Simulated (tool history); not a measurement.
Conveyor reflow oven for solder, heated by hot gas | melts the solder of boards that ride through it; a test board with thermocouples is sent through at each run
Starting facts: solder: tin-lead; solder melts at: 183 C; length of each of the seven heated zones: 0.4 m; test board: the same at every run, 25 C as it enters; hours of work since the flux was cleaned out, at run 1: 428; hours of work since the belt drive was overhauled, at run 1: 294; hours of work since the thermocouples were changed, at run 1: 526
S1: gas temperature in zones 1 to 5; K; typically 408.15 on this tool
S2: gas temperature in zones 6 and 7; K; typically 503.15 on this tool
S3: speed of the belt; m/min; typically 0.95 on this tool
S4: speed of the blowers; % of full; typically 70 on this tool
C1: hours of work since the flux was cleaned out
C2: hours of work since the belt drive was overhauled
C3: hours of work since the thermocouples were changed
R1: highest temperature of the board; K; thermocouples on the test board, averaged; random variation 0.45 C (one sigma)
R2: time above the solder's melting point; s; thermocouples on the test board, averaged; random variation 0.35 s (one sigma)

run	day	S1	S2	S3	S4	C1	C2	C3	R1	R2
1	0	408.15	503.15	0.95	70	428	294	526	484.15	33.3
2	0.962	408.15	493.15	0.95	70	438	303	536	475.35	27
3	1.883	408.15	493.15	0.95	70	447	312	545	475.95	27.1
# day 3.242: flux residue cleaned out of gas plates and filters
4	3.242	409.15	503.15	0.95	70	0	323	556	487.25	36
5	4.717	408.15	503.15	0.95	70	14	338	570	486.85	35.3
6	5.354	408.15	503.15	0.95	70	21	344	576	487.15	35.7
7	6.575	408.15	503.15	0.95	70	33	356	588	488.05	35.2
8	7.683	408.15	503.15	0.95	70	43	367	599	486.35	34.6
9	8.646	408.15	503.15	0.95	70	53	376	609	486.15	34.4
10	9.404	408.15	503.15	0.95	70	60	384	616	486.55	34.8
11	10.175	408.15	503.15	0.95	70	68	391	624	486.55	35.4
12	11.117	408.15	503.15	0.95	70	77	401	633	486.15	34.9
# day 11.375: thermocouples of zones 6 and 7 changed
13	12.308	420.15	503.15	0.95	70	88	411	9	488.45	40
14	13.662	420.15	503.15	0.95	70	101	425	22	489.35	40.2
15	14.854	418.15	503.15	0.95	70	113	436	34	488.45	39.7
16	16.221	417.15	507.15	1.055	51	126	450	47	481.15	28.9
17	17.242	394.15	502.15	0.95	78	136	460	57	486.35	32
18	18.046	414.15	503.15	0.95	77	144	468	65	489.35	38.5
19	18.704	414.15	503.15	0.95	77	151	474	72	490.25	39.1
20	20.021	414.15	503.15	0.95	77	164	487	85	489.15	38.2
21	21.5	414.15	503.15	0.876	74	178	501	99	490.45	42.6
22	22.704	414.15	503.15	0.775	74	190	513	111	492.75	51.4
23	23.375	408.15	503.15	0.994	82	196	520	118	487.75	34.7
24	24.421	408.15	503.15	0.994	82	207	530	128	488.45	34.9
25	25.408	408.15	503.15	0.994	82	216	540	137	487.85	34.4

Below are 4 alternative next runs, each starting from the tool's condition after run 25. Predict each:
A	26.421	405.15	498.15	0.994	82	226	550	147	?	?
B	26.421	408.15	503.15	0.888	67	226	550	147	?	?
C	26.421	408.15	506.15	0.994	82	226	550	147	?	?
D	26.421	408.15	503.15	1.016	52	226	550	147	?	?

run	R1	R2
A	482.95	31.1
B	487.25	37.5
C	489.05	35.9
D	476.25	25.1
With the hidden condition removed and each run's random variation left untouched, the same runs would have given:
run	R1	R2
A	485.05	32.5
B	489.05	38.6
C	491.25	36.9
D	477.95	26.4

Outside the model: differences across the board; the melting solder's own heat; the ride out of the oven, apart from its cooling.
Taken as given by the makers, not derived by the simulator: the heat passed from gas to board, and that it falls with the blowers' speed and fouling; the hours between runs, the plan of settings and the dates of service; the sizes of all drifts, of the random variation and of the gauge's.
